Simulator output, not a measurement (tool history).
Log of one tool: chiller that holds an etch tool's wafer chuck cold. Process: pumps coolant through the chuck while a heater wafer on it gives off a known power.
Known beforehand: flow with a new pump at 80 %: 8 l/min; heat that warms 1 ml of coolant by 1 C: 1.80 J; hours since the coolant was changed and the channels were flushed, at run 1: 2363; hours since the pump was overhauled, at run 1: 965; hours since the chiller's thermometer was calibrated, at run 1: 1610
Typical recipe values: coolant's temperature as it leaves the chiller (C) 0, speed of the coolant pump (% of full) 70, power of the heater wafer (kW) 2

run,day,coolant's temperature as it leaves the chiller (C),speed of the coolant pump (% of full),power of the heater wafer (kW),hours since the coolant was changed and the channels were flushed,hours since the pump was overhauled,hours since the chiller's thermometer was calibrated,chuck's temperature once it has settled (C),how much warmer the coolant comes back (C)
1,0,0,70,2,2363,965,1610,29.6,10.09
2,0.9,0,70,2,2384,987,1632,29.6,10.1
3,1.879,0,70,2,2408,1010,1655,29.5,10.06
4,3.454,0,70,2,2446,1048,1693,29.7,10.1
5,4.992,0,70,1.421,2482,1085,1730,21.2,7.2
6,5.688,0,70,1.421,2499,1102,1747,21.3,7.16
7,6.612,0,70,1.421,2521,1124,1769,21.2,7.22
8,7.571,0,70,2,2544,1147,1792,29.8,10.14
9,8.554,0,70,2,2568,1170,1815,29.9,10.23
10,9.862,0,70,2,2599,1202,1847,30.1,10.18
11,11.446,0,70,2,2637,1240,1885,29.8,10.11
# day 11.575: chiller's thermometer calibrated
12,13.029,0,70,2,2674,1277,35,30.2,10.2
13,14.688,0,70,2.778,2714,1317,75,41.8,14.12
14,15.962,-7,70,2.778,2745,1347,105,34.7,14.17
# day 16.696: chiller's thermometer calibrated, once more
15,16.696,2,73,1.514,2761,1364,0,23.8,7.35
16,17.846,-5,98,1.514,2789,1391,28,11.5,5.29
17,19,-5,98,1.124,2817,1419,55,7.3,3.88
18,20.608,10,82,2,2855,1458,94,35.8,8.47
19,21.288,10,82,2,2872,1474,110,35.9,8.56
20,22.608,10,82,1.323,2903,1506,142,27,5.65
21,24.038,10,82,1.323,2938,1540,176,27.1,5.72
22,25.592,-5,71,2,2975,1577,214,24.7,10.14
23,26.992,-7,66,2.28,3008,1611,247,29.3,12.54
24,27.954,10,80,1.796,3032,1634,270,34,7.96
25,29.354,10,80,1.796,3065,1668,304,34.1,7.95
26,30.804,10,80,1.796,3100,1702,339,33.9,7.95
27,32.267,10,80,1.796,3135,1738,374,34.2,8.01
28,33.6,10,80,1.796,3167,1770,406,34.1,7.99

What if the next run were any one of these 5? Each begins from the tool's condition after run 28:
A,34.925,-2,60,2.133,3199,1801,438,?,?
B,34.925,6,72,1.211,3199,1801,438,?,?
C,34.925,-10,85,1.078,3199,1801,438,?,?
D,34.925,10,80,2.971,3199,1801,438,?,?
E,34.925,10,78,1.308,3199,1801,438,?,?

run,chuck's temperature once it has settled (C),how much warmer the coolant comes back (C)
A,35.8,13.25
B,24.2,6.06
C,3.9,4.52
D,50,13.22
E,27.9,5.97
The same runs, with their run-to-run variation unchanged, on a tool lacking any hidden condition would have given:
run,chuck's temperature once it has settled (C),how much warmer the coolant comes back (C)
A,31,12.44
B,21.8,5.69
C,2,4.24
D,44.8,12.41
E,25.6,5.6
